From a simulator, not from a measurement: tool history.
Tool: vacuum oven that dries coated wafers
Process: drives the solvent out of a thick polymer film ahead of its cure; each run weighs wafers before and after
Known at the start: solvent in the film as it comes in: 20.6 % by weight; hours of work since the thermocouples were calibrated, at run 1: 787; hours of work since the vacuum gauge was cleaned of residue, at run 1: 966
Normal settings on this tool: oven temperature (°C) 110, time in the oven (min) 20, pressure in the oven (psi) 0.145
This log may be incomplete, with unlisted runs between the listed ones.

run,hour,oven temperature (°C),time in the oven (min),pressure in the oven (psi),hours of work since the thermocouples were calibrated,hours of work since the vacuum gauge was cleaned of residue,solvent left in the film (%)
1,0.0,110,20,0.145,787,966,5.34
2,33.6,110,22,0.145,807,986,4.75
3,89.3,110,22,0.145,839,1018,4.82
4,116.9,110,22,0.145,855,1034,4.86
5,153.1,110,22,0.145,876,1055,4.93
6,178.0,110,22,0.145,891,1070,4.85
7,205.2,110,22,0.145,906,1085,4.92
8,231.6,110,22,0.145,922,1101,4.89
9,257.0,110,20,0.145,937,1115,5.38
10,288.5,110,21,0.145,955,1134,5.15
11,330.2,110,20,0.145,979,1158,5.39
12,357.1,110,20,0.145,995,1174,5.44
13,385.9,110,20,0.145,1011,1190,5.46
14,434.3,110,20,0.145,1040,1218,5.42
15,473.4,110,20,0.545,1062,1241,7.85
16,504.0,110,20,0.545,1080,1259,7.95
17,541.4,110,20,0.145,1102,1281,5.52
# hour 553.9: vacuum gauge cleaned of residue and calibrated
18,570.0,110,20,0.109,1118,9,5.06
19,616.0,123,20,0.145,1144,36,2.48
20,648.3,123,20,0.145,1163,55,2.57
21,704.5,124,15,0.096,1196,88,3.40
22,758.8,124,15,0.096,1227,119,3.40
# hour 766.1: oven's thermocouples calibrated
23,795.5,117,32,0.410,17,139,3.58
24,820.8,110,20,0.145,32,154,5.48
25,864.7,98,20,0.495,57,179,11.43
26,921.8,116,30,0.495,90,213,4.54
27,956.6,116,30,0.495,111,233,4.49
28,1010.2,124,21,0.495,142,264,3.99
# hour 1017.3: oven's thermocouples calibrated, once more
29,1039.5,124,21,0.495,13,280,3.48
30,1085.2,124,12,0.175,39,306,4.60
31,1131.3,124,12,0.175,66,333,4.63
32,1182.8,105,20,0.165,96,363,6.48
33,1214.9,105,20,0.165,115,382,6.58
34,1252.3,99,27,0.087,137,403,5.84
35,1299.3,121,22,0.389,164,431,3.54
36,1332.9,104,10,0.447,183,450,12.11
37,1378.6,110,26,0.074,210,477,3.33

Each row is a separate what-if for the run after 37, all from the same tool condition, not one after another. Results?
A,1423.4,106,13,0.074,236,503,?
B,1423.4,99,20,0.319,236,503,?
C,1423.4,99,12,0.286,236,503,?

run,solvent left in the film (%)
A,8.35
B,9.38
C,11.55
With no hidden state in the tool, these same runs would have given:
run,solvent left in the film (%)
A,8.17
B,9.15
C,11.36
